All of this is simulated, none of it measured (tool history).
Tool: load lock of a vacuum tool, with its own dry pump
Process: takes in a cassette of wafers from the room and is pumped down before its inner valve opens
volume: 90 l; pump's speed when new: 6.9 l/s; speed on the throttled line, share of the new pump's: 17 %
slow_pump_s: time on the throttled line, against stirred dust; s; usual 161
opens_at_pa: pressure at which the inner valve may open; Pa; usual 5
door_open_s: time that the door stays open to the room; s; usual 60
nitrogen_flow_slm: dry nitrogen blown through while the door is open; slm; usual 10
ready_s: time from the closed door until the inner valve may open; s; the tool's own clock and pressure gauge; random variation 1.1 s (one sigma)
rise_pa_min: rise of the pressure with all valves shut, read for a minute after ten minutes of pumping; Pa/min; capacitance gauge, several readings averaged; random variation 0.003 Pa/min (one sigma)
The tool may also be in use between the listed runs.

run    hour  slow_pump_s  opens_at_pa  door_open_s  nitrogen_flow_slm  incoming humidity of the room's air, %  ready_s  rise_pa_min
  1       0          161            5           60                 10                                    40.8    265.6        0.159
  2   104.8          161            5           60                 10                                    48.4      265        0.167
  3   186.9          161            5           60                 10                                    45.7    265.3        0.161
  4   256.9          161            5           60                 10                                    47.5    266.2        0.162
  5   314.6          161            5           60                 10                                      43    266.3        0.165
  6   392.5          161            5           60                 10                                    48.9    267.4        0.171
  7   451.2          161            5           60                 10                                    42.4    268.1         0.17
  8   505.2          161            5           51                 10                                    45.5    267.5        0.165
  9   586.4          161            5           51                 10                                    47.3    267.1        0.169
 10   657.5          188            5          127                 10                                    44.8    289.3        0.194
 11   716.8          188            5          127                 10                                    44.9    288.2        0.198
 12   818.2          121            5          175                  6                                    45.7    233.9        0.222
 13   922.8          161            5           35                  4                                    46.6    265.7        0.188
 14    1028           90           10          112                  6                                    46.3    197.8        0.215
 15  1101.3           98            5          131                  8                                    44.1    216.4        0.213
 16    1210           98            5          131                  8                                      44    214.8         0.22
 17  1317.7          161            5           60                  6                                    46.3    267.5        0.205

Run 18 comes next. What will it give?
 18  1393.7          231            5          218                 10                                      46        ?            ?

Run 18 gave ready_s 324.7 s, rise_pa_min 0.245 Pa/min.
Without the tool's hidden state the same run would have given ready_s 322.2 s, rise_pa_min 0.067 Pa/min.

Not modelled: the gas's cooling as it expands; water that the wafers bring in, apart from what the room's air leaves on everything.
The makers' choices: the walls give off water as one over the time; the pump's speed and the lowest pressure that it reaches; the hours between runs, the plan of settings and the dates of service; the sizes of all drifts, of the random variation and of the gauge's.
